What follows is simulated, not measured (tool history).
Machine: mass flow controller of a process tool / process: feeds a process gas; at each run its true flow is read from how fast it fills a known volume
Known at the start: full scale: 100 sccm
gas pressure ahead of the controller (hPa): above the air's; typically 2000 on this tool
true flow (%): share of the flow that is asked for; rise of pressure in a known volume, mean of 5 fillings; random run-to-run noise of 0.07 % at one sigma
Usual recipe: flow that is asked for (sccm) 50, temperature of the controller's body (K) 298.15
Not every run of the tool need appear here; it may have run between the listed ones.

run,hour,flow that is asked for (sccm),gas pressure ahead of the controller (hPa),temperature of the controller's body (K),true flow (%)
1,0.0,50,2000,298.15,99.07
2,79.8,50,2000,298.15,98.99
3,135.5,50,2680,298.15,98.62
4,223.5,50,1510,298.15,99.44
5,282.9,50,1510,298.15,99.35
6,368.2,50,2350,298.15,98.82
7,447.9,50,2350,298.15,98.70
8,484.0,50,1660,298.15,99.26
9,528.9,10,1520,307.15,100.36
10,599.8,76,2000,300.15,99.47
11,668.3,24,2410,305.15,99.25
12,738.1,45,1840,312.15,100.79
13,781.5,45,1840,306.15,100.06

Branching from run 13: 3 alternative next runs. What would each branch give?
A,844.3,18,2500,306.15,?
B,844.3,50,2000,297.15,?
C,844.3,28,2000,307.15,?

run,true flow (%)
A,99.28
B,98.86
C,99.75
Take away the tool's hidden state, keep each run's random variation, and the runs would have read:
run,true flow (%)
A,99.22
B,99.09
C,99.86

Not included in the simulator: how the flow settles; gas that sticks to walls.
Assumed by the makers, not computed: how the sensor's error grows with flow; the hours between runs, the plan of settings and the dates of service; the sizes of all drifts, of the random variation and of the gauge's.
